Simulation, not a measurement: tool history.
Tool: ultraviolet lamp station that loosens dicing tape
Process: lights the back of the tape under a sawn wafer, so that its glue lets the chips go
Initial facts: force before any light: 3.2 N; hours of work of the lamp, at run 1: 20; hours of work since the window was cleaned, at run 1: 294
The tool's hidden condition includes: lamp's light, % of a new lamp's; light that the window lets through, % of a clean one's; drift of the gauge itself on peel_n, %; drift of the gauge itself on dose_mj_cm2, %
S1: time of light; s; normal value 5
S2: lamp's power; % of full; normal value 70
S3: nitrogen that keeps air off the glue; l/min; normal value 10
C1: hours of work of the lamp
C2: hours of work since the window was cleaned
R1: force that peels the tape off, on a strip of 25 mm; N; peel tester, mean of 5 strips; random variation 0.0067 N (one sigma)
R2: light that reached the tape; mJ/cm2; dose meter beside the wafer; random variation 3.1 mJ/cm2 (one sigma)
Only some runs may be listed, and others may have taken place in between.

run,hour,S1,S2,S3,C1,C2,R1,R2
1,0.0,5,70,10,20,294,0.284,484
2,14.4,5,70,10,30,304,0.274,479
3,38.1,5,72,10,46,320,0.288,485
4,53.6,5,72,10,56,330,0.262,497
5,76.0,4,70,10,71,345,0.359,379
6,88.2,4,81,10,80,354,0.283,444
7,111.0,5,70,9,95,369,0.289,479
8,123.8,5,70,10,104,378,0.270,481
9,151.2,5,70,10,123,397,0.281,478
10,167.4,5,70,4,134,408,0.353,471
11,186.8,5,70,10,147,421,0.283,472
12,199.1,5,70,10,155,429,0.277,477
13,214.2,5,70,10,165,439,0.285,475
14,239.4,5,70,10,183,456,0.280,479
15,256.1,5,70,10,194,468,0.285,474
# hour 263.2: window cleaned of glue's vapour
16,274.8,5,70,10,206,8,0.282,479
17,300.6,3,70,10,224,25,0.515,286
18,326.0,5,70,10,241,43,0.265,475
19,343.0,5,70,10,253,54,0.285,478
20,363.5,5,70,10,267,68,0.278,472
21,382.8,5,90,10,280,81,0.231,611
22,410.3,4,70,10,298,100,0.353,387
23,437.9,8,78,10,317,119,0.233,855
24,462.1,8,78,10,334,135,0.228,850
25,486.1,8,70,10,350,152,0.227,765
26,511.1,8,70,10,367,169,0.217,761
27,525.3,8,70,10,377,178,0.218,764
28,547.1,8,86,10,391,193,0.215,939
29,574.7,8,86,10,410,212,0.213,936
30,587.3,8,86,7,419,220,0.221,932
31,605.4,8,86,7,431,233,0.225,942
32,619.9,8,82,6,441,242,0.226,905
33,638.0,8,94,10,453,255,0.208,1029
34,652.5,3,93,17,463,265,0.322,377
35,675.7,5,76,14,479,280,0.240,520
36,689.1,7,68,4,488,290,0.250,654
37,709.7,7,68,4,502,304,0.271,656
38,731.8,7,68,4,517,319,0.255,652
39,758.8,7,68,11,535,337,0.227,655
40,783.6,7,68,11,552,354,0.223,655
41,797.2,9,68,10,561,363,0.226,835
42,820.1,5,70,8,577,379,0.289,470
43,836.3,5,70,8,588,390,0.297,476
44,861.0,3,74,9,605,406,0.498,305

Entry by entry between the runs, the difference in hidden state between the last listed run before and the first listed run after:
Run 15 -> run 16: window cleaned of glue's vapour (hour 263.2)
  light that the window lets through, % of a clean one's: 99.9 -> 100

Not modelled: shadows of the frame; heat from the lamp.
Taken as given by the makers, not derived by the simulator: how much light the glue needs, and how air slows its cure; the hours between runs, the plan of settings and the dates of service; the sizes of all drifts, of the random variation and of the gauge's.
